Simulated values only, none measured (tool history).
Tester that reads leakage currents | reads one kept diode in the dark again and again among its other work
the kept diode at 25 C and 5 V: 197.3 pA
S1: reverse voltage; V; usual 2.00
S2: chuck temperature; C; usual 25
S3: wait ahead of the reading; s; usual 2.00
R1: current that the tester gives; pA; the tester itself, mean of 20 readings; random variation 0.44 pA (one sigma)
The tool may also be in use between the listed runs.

Run 1, hour 0.0: usual settings. Result: R1 150.35 pA.
Run 2, hour 64.3: usual settings but S1 5.94 V. Result: R1 219.66 pA.
Run 3, hour 166.5: usual settings but S3 4.60 s. Result: R1 151.30 pA.
Run 4, hour 292.3: usual settings but S3 4.60 s. Result: R1 151.67 pA.
At hour 358.4: chuck's temperature calibrated.
Run 5, hour 408.0: usual settings but S3 4.60 s. Result: R1 147.19 pA.
Run 6, hour 502.1: usual settings but S1 10.60 V, S3 4.60 s. Result: R1 265.30 pA.
Run 7, hour 625.3: usual settings but S1 10.60 V, S3 4.60 s. Result: R1 267.64 pA.
Run 8, hour 726.4: usual settings but S1 10.60 V, S3 4.60 s. Result: R1 269.65 pA.
Run 9, hour 818.0: usual settings but S1 6.78 V. Result: R1 232.82 pA.
Run 10, hour 886.6: usual settings. Result: R1 150.71 pA.
Run 11, hour 982.0: usual settings. Result: R1 152.28 pA.
Run 12, hour 1096.1: usual settings. Result: R1 154.40 pA.
Run 13, hour 1161.1: usual settings. Result: R1 154.52 pA.
Run 14, hour 1237.1: usual settings but S2 32 C. Result: R1 289.24 pA.
Run 15, hour 1314.5: usual settings but S2 32 C. Result: R1 292.86 pA.
Run 16, hour 1425.0: usual settings but S1 1.82 V. Result: R1 151.91 pA.
At hour 1471.3: chuck's temperature calibrated.
Run 17, hour 1481.6: usual settings but S3 0.75 s. Result: R1 149.01 pA.
Run 18, hour 1598.0: usual settings but S3 0.75 s. Result: R1 150.57 pA.
Run 19, hour 1693.4: usual settings but S3 0.75 s. Result: R1 152.05 pA.
Run 20, hour 1795.3: usual settings but S3 0.75 s. Result: R1 151.82 pA.
Run 21, hour 1859.1: usual settings but S1 1.06 V, S2 34 C, S3 4.45 s. Result: R1 272.80 pA.
Run 22, hour 1976.7: usual settings but S1 1.06 V, S2 34 C, S3 4.45 s. Result: R1 272.98 pA.
Run 23, hour 2041.9: usual settings but S1 1.06 V, S2 34 C, S3 4.45 s. Result: R1 274.17 pA.
At hour 2145.0: probe card cleaned and baked.
Run 24, hour 2157.1: usual settings but S1 3.04 V, S2 45 C, S3 2.80 s. Result: R1 1000.70 pA.
Run 25, hour 2221.3: usual settings but S1 3.04 V, S2 45 C, S3 2.80 s. Result: R1 998.83 pA.
Run 26, hour 2305.6: usual settings but S1 3.04 V, S2 45 C, S3 2.80 s. Result: R1 1002.47 pA.
Run 27, hour 2399.5: usual settings but S1 2.69 V, S3 2.07 s. Result: R1 169.33 pA.
Run 28, hour 2478.9: usual settings but S1 7.92 V, S2 37 C, S3 1.57 s. Result: R1 721.03 pA.
Run 29, hour 2532.9: usual settings but S1 3.28 V, S2 48 C, S3 1.68 s. Result: R1 1323.29 pA.
At hour 2586.8: chuck's temperature calibrated.
Run 30, hour 2592.8: usual settings but S1 12.65 V, S2 28 C, S3 1.09 s. Result: R1 368.96 pA.
Run 31, hour 2703.6: usual settings but S1 12.65 V, S2 28 C, S3 1.09 s. Result: R1 372.96 pA.
Run 32, hour 2776.0: usual settings but S1 12.65 V, S2 28 C, S3 1.09 s. Result: R1 375.53 pA.
At hour 2800.3: tester calibrated.
Run 33, hour 2865.0: usual settings but S1 2.22 V, S2 56 C. Result: R1 2088.40 pA.
Run 34, hour 2969.4: usual settings but S1 1.98 V, S3 0.43 s. Result: R1 149.94 pA.
Run 35, hour 3028.5: usual settings but S1 3.09 V, S2 33 C, S3 0.33 s. Result: R1 358.88 pA.
Run 36, hour 3110.1: usual settings but S1 2.72 V. Result: R1 167.50 pA.
Run 37, hour 3171.0: usual settings but S1 4.20 V, S2 42 C, S3 0.40 s. Result: R1 864.85 pA.
Run 38, hour 3261.1: usual settings but S1 4.20 V, S2 42 C, S3 0.40 s. Result: R1 869.64 pA.
Run 39, hour 3321.2: usual settings but S1 4.20 V, S2 42 C, S3 0.40 s. Result: R1 867.82 pA.

Some steps in R1 between neighbouring runs. How much of each would the tool show without its hidden state too (settings, what came in, random variation), and how much is left for the hidden state, with any gauge scatter that isn't in both results?
The hidden state here: stray current of the dirty probe card, pA a volt; current scale over the true one, %; true chuck temperature over the reading, C; drift of the gauge itself on leakage_pa, %.
Run 26 -> 27: S1 3.04 -> 2.69, S2 45 -> 25, S3 2.80 -> 2.07. R1 -833.14 pA: hidden state -33.82, all else -799.32.
Run 27 -> 28: S1 2.69 -> 7.92, S2 25 -> 37, S3 2.07 -> 1.57. R1 +551.70 pA: hidden state +30.24, all else +521.46.
Run 29 -> 30: S1 3.28 -> 12.65, S2 48 -> 28, S3 1.68 -> 1.09, chuck's temperature calibrated. R1 -954.33 pA: hidden state -60.12, all else -894.21.
Run 32 -> 33: S1 12.65 -> 2.22, S2 28 -> 56, S3 1.09 -> 2.00, tester calibrated. R1 +1712.87 pA: hidden state +11.18, all else +1701.69.
Run 33 -> 34: S1 2.22 -> 1.98, S2 56 -> 25, S3 2.00 -> 0.43. R1 -1938.46 pA: hidden state -20.37, all else -1918.09.
